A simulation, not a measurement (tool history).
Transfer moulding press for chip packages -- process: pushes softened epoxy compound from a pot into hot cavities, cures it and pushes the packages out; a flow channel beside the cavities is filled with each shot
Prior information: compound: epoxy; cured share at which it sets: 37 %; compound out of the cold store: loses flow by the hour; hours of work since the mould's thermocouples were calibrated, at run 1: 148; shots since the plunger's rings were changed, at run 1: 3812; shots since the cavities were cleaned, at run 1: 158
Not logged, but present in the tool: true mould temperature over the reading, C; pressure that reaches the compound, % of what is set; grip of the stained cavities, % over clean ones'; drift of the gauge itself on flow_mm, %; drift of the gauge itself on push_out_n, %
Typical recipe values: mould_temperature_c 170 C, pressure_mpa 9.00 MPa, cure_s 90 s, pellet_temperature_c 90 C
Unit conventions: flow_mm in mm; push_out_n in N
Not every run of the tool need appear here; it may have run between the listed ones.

run	hour	mould_temperature_c	pressure_mpa	cure_s	pellet_temperature_c	hours of work since the mould's thermocouples were calibrated	shots since the plunger's rings were changed	shots since the cavities were cleaned	incoming compound's hours out of the cold store	flow_mm	push_out_n
1	0.0	170	9.00	90	90	148	3812	158	9.7	661	422
2	7.5	170	9.00	90	90	153	3919	265	31.3	619	481
3	18.1	170	9.00	90	93	160	4069	415	20.7	641	543
4	28.4	170	9.00	90	93	167	4215	561	40.5	595	601
5	38.1	170	10.54	90	93	174	4352	698	31.0	667	621
6	49.4	170	10.54	90	93	181	4514	860	23.6	684	619
7	54.8	170	9.00	90	90	185	4590	936	28.3	620	623
# hour 57.9: cavities cleaned with cleaning compound and waxed
8	63.8	170	9.00	90	90	190	4696	83	11.9	654	371
9	68.6	170	10.67	90	90	193	4764	151	45.0	645	404
10	78.5	170	10.67	90	90	200	4906	293	14.0	705	497
11	88.3	170	10.67	90	90	206	5045	432	8.5	717	527
12	97.0	170	9.00	90	94	212	5169	556	39.7	591	580
13	102.6	170	9.00	90	94	216	5248	635	12.4	657	584
14	107.6	170	9.00	90	94	219	5320	707	47.6	579	596
15	113.9	170	9.00	90	94	223	5409	796	24.7	621	633
# hour 126.7: cavities cleaned with cleaning compound and waxed
16	126.7	177	9.00	101	90	231	5569	1	46.4	563	268
17	133.4	170	9.22	81	90	235	5664	96	40.0	598	410
18	143.7	173	9.86	97	97	242	5810	242	42.3	605	448
19	151.8	170	7.63	90	81	247	5925	357	46.6	529	504
20	162.0	170	9.00	90	84	254	6070	502	11.8	642	577
21	172.1	167	7.19	90	84	261	6214	646	23.6	556	632
22	181.5	170	9.00	100	90	267	6348	780	31.4	604	608
23	192.8	170	9.00	90	80	274	6508	940	47.6	571	627
# hour 196.0: cavities cleaned with cleaning compound and waxed
24	204.7	172	8.40	90	80	281	6655	123	41.0	560	373
25	214.6	172	8.40	90	80	288	6796	264	46.2	550	463
# hour 217.7: plunger's sealing rings changed
26	225.6	172	8.40	90	80	294	113	385	29.8	620	506
27	233.8	169	10.15	90	90	299	230	502	38.5	677	580

What will run 28 give?
28	240.1	170	9.00	90	97	303	319	591	11.9	?	?

{"run 28": {"flow_mm": 689, "push_out_n": 568}}
Had the tool carried no hidden state, the very same run would have given flow_mm 691 mm, push_out_n 284 N.

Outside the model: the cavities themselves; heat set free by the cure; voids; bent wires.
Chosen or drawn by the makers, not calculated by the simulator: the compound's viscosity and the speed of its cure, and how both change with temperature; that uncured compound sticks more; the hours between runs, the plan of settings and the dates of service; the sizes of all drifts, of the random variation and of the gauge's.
